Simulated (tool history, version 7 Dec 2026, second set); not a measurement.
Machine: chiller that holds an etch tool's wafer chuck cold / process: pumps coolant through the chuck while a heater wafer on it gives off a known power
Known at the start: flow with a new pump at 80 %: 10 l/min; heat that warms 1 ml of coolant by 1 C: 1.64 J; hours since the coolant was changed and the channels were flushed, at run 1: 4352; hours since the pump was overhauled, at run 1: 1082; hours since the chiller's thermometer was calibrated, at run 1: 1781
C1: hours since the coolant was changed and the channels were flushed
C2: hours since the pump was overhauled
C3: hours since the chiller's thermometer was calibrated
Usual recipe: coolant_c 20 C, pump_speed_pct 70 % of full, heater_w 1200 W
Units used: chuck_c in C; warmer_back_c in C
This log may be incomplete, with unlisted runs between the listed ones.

run 1 hour=0 | coolant_c=20 pump_speed_pct=70 heater_w=1200 | C1=4352 C2=1082 C3=1781 | chuck_c=29.1 warmer_back_c=5.15
run 2 hour=12.4 | coolant_c=20 pump_speed_pct=70 heater_w=1200 | C1=4364 C2=1094 C3=1793 | chuck_c=29 warmer_back_c=5.1
run 3 hour=40.8 | coolant_c=11 pump_speed_pct=70 heater_w=1200 | C1=4393 C2=1123 C3=1821 | chuck_c=19.9 warmer_back_c=5.06
run 4 hour=64 | coolant_c=11 pump_speed_pct=70 heater_w=1200 | C1=4416 C2=1146 C3=1845 | chuck_c=20.1 warmer_back_c=5.09
run 5 hour=80.7 | coolant_c=20 pump_speed_pct=94 heater_w=1200 | C1=4433 C2=1163 C3=1861 | chuck_c=27 warmer_back_c=3.74
run 6 hour=99.5 | coolant_c=20 pump_speed_pct=72 heater_w=1200 | C1=4452 C2=1181 C3=1880 | chuck_c=28.6 warmer_back_c=4.98
run 7 hour=126.3 | coolant_c=20 pump_speed_pct=72 heater_w=1200 | C1=4478 C2=1208 C3=1907 | chuck_c=28.9 warmer_back_c=4.93
run 8 hour=144.2 | coolant_c=20 pump_speed_pct=72 heater_w=1200 | C1=4496 C2=1226 C3=1925 | chuck_c=28.9 warmer_back_c=4.95
run 9 hour=170.9 | coolant_c=20 pump_speed_pct=70 heater_w=1200 | C1=4523 C2=1253 C3=1952 | chuck_c=29.1 warmer_back_c=5.08
run 10 hour=196.1 | coolant_c=20 pump_speed_pct=70 heater_w=1200 | C1=4548 C2=1278 C3=1977 | chuck_c=29 warmer_back_c=5.1
run 11 hour=223.1 | coolant_c=20 pump_speed_pct=70 heater_w=1200 | C1=4575 C2=1305 C3=2004 | chuck_c=29.1 warmer_back_c=5.01
run 12 hour=238 | coolant_c=17 pump_speed_pct=70 heater_w=1200 | C1=4590 C2=1320 C3=2019 | chuck_c=26.1 warmer_back_c=5.09
run 13 hour=267 | coolant_c=20 pump_speed_pct=70 heater_w=1200 | C1=4619 C2=1349 C3=2048 | chuck_c=28.9 warmer_back_c=5.08
run 14 hour=295.1 | coolant_c=20 pump_speed_pct=76 heater_w=1200 | C1=4647 C2=1377 C3=2076 | chuck_c=28.4 warmer_back_c=4.59
run 15 hour=308.3 | coolant_c=20 pump_speed_pct=76 heater_w=1200 | C1=4660 C2=1390 C3=2089 | chuck_c=28.4 warmer_back_c=4.72
run 16 hour=332 | coolant_c=20 pump_speed_pct=70 heater_w=1200 | C1=4684 C2=1414 C3=2113 | chuck_c=28.9 warmer_back_c=5.11

Run 17 is up next; what results do you expect?
run 17 hour=360.3 | coolant_c=20 pump_speed_pct=70 heater_w=1200 | C1=4712 C2=1442 C3=2141 | chuck_c=? warmer_back_c=?

{"run 17": {"chuck_c": 29.1, "warmer_back_c": 5.06}}
With no hidden state in the tool, this same run would have given chuck_c 29.1 C, warmer_back_c 5.06 C.
